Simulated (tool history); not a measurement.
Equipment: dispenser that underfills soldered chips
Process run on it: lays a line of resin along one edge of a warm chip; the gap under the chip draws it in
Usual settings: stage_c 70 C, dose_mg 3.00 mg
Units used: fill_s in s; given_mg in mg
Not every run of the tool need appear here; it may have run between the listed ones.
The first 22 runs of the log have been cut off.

At hour 195.9: new syringe of resin.
Run 23, hour 207.3: usual settings but dose_mg 2.68 mg. Result: fill_s 34.7 s, given_mg 2.631 mg.
Run 24, hour 212.6: usual settings but dose_mg 2.68 mg. Result: fill_s 43.5 s, given_mg 2.624 mg.
At hour 214.9: new syringe of resin.
Run 25, hour 218.4: usual settings but dose_mg 2.68 mg. Result: fill_s 26.5 s, given_mg 2.630 mg.
Run 26, hour 227.4: usual settings but stage_c 82 C, dose_mg 2.68 mg. Result: fill_s 24.8 s, given_mg 2.627 mg.
At hour 233.8: new syringe of resin.
Run 27, hour 240.3: usual settings but stage_c 79 C, dose_mg 3.40 mg. Result: fill_s 22.0 s, given_mg 3.307 mg.
Run 28, hour 251.2: usual settings but stage_c 79 C, dose_mg 3.40 mg. Result: fill_s 31.7 s, given_mg 3.298 mg.
At hour 252.3: new syringe of resin.
Run 29, hour 262.5: usual settings but stage_c 79 C, dose_mg 2.82 mg. Result: fill_s 24.5 s, given_mg 2.737 mg.
At hour 271.2: new syringe of resin.
Run 30, hour 272.2: usual settings but stage_c 79 C, dose_mg 2.95 mg. Result: fill_s 17.9 s, given_mg 2.852 mg.
Run 31, hour 278.5: usual settings but stage_c 69 C. Result: fill_s 30.7 s, given_mg 2.894 mg.

The next listed run, before its measurement:
Run 32, hour 285.4: usual settings but stage_c 60 C, dose_mg 3.41 mg. Result: fill_s ?, given_mg ?.

fill_s: 51.3 s
given_mg: 3.290 mg
Were there no unlogged condition in the tool, this run, its random variation unchanged, would have produced fill_s 30.4 s, given_mg 3.409 mg.

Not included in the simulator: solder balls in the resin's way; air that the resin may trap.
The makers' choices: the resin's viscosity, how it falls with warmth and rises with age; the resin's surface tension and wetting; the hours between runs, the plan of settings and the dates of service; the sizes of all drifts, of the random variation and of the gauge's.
